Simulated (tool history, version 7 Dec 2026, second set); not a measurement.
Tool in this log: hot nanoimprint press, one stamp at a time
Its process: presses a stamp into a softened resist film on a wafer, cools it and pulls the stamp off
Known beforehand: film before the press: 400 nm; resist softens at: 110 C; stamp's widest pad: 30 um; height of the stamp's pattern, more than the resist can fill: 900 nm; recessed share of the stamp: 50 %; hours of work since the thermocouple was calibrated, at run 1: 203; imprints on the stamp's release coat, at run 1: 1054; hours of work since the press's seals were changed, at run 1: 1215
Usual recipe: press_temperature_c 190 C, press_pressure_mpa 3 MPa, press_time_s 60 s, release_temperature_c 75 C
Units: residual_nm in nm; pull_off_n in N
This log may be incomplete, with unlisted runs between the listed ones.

run     day  press_temperature_c  press_pressure_mpa  press_time_s  release_temperature_c  hours of work since the thermocouple was calibrated  imprints on the stamp's release coat  hours of work since the press's seals were changed  residual_nm  pull_off_n
  1       0                  190                   3            60                     75                                                  203                                  1054                                                1215        193.1         193
  2   2.879                  190                   3            60                     75                                                  232                                  1203                                                1244        192.8         188
  3   5.896                  190                   3            60                     75                                                  262                                  1359                                                1274        193.4         188
  4   8.829                  190                   3            60                     75                                                  291                                  1511                                                1303        192.8         190
  5  11.408                  190                   3            60                     75                                                  317                                  1644                                                1329        192.2         195
  6  13.154                  190                   3            60                     75                                                  334                                  1734                                                1347        192.8         195
     14.046  -- press's hydraulic seals changed and the load cell set to zero
  7  17.067                  190                   3            60                     75                                                  370                                  1919                                                  30        193.8         193
     17.596  -- stamp cleaned and given a new release coat
  8  19.542                  190                   3            60                     75                                                  392                                   100                                                  52        193.5         189
  9  22.762                  190                   3            60                     75                                                  424                                   267                                                  84        193.7         188
 10  25.267                  190                   3            60                     75                                                  449                                   396                                                 109        192.8         186
 11  26.771                  190                2.06            60                     75                                                  464                                   474                                                 124          226         196
 12  30.242                  190                2.06            60                     75                                                  499                                   654                                                 159        225.8         191
 13  31.775                  190                   3            88                     75                                                  514                                   733                                                 174        167.7         198
 14  35.158                  190                   3            60                     75                                                  548                                   908                                                 208          193         196
     38.296  -- plate thermocouple calibrated
 15  38.296                  190                   3            60                     75                                                    0                                  1063                                                 238        195.1         196
 16    41.8                  190                   3            60                     75                                                   35                                  1245                                                 273        194.1         197
 17  44.621                  198                 2.6            36                     75                                                   63                                  1391                                                 301          201         195
 18  46.346                  198                 2.6            36                     75                                                   80                                  1480                                                 318        200.3         196
 19  49.004                  198                 2.6            36                     77                                                  107                                  1617                                                 345        200.9         178
 20  50.471                  178                3.16            40                     61                                                  121                                  1693                                                 359        292.5         214
 21  53.729                  178                 2.5            41                     61                                                  154                                  1861                                                 392          309         213
     55.367  -- stamp cleaned and given a new release coat
 22  57.479                  188                3.44            36                     77                                                  189                                   109                                                 427        230.5         185
 23  60.838                  188                3.44            77                     77                                                  222                                   283                                                 460        176.7         191
 24  63.383                  181                3.44            77                     64                                                  248                                   415                                                 486        217.8         210
 25  66.638                  181                3.44            77                     64                                                  280                                   583                                                 518        218.4         208
 26  69.792                  181                3.44            77                     64                                                  312                                   746                                                 550          219         204
 27  71.812                  192                2.55            60                     75                                                  332                                   850                                                 570        197.7         197

For each entry between runs, how does the tool's hidden state at the last listed run before it compare with that at the first listed run after it?
After run 6, before run 7: press's hydraulic seals changed and the load cell set to zero (day 14.046)
  pressure that arrives at the usual setting, %: 99.71 -> 99.99; grip of the stamp's worn release coat, % over a new coat's: 1 -> 1.1; drift of the gauge itself on residual_nm, %: 0.25 -> 0.32
  measured result minus the result with no hidden state, residual_nm: +0.6 -> +0.4 nm
After run 7, before run 8: stamp cleaned and given a new release coat (day 17.596)
  grip of the stamp's worn release coat, % over a new coat's: 1.1 -> 0.1; drift of the gauge itself on residual_nm, %: 0.32 -> 0.36
  measured result minus the result with no hidden state, residual_nm: +0.4 -> +0.5 nm
After run 14, before run 15: plate thermocouple calibrated (day 38.296)
  true temperature over the reading, C: 0.05 -> 0; pressure that arrives at the usual setting, %: 99.96 -> 99.95; grip of the stamp's worn release coat, % over a new coat's: 0.5 -> 0.6; drift of the gauge itself on residual_nm, %: 0.66 -> 0.72
  measured result minus the result with no hidden state, residual_nm: +1.1 -> +1.5 nm
After run 21, before run 22: stamp cleaned and given a new release coat (day 55.367)
  pressure that arrives at the usual setting, %: 99.92 -> 99.91; grip of the stamp's worn release coat, % over a new coat's: 1.1 -> 0.1; drift of the gauge itself on residual_nm, %: 1.02 -> 1.08
  measured result minus the result with no hidden state, residual_nm: +3.1 -> +2.4 nm

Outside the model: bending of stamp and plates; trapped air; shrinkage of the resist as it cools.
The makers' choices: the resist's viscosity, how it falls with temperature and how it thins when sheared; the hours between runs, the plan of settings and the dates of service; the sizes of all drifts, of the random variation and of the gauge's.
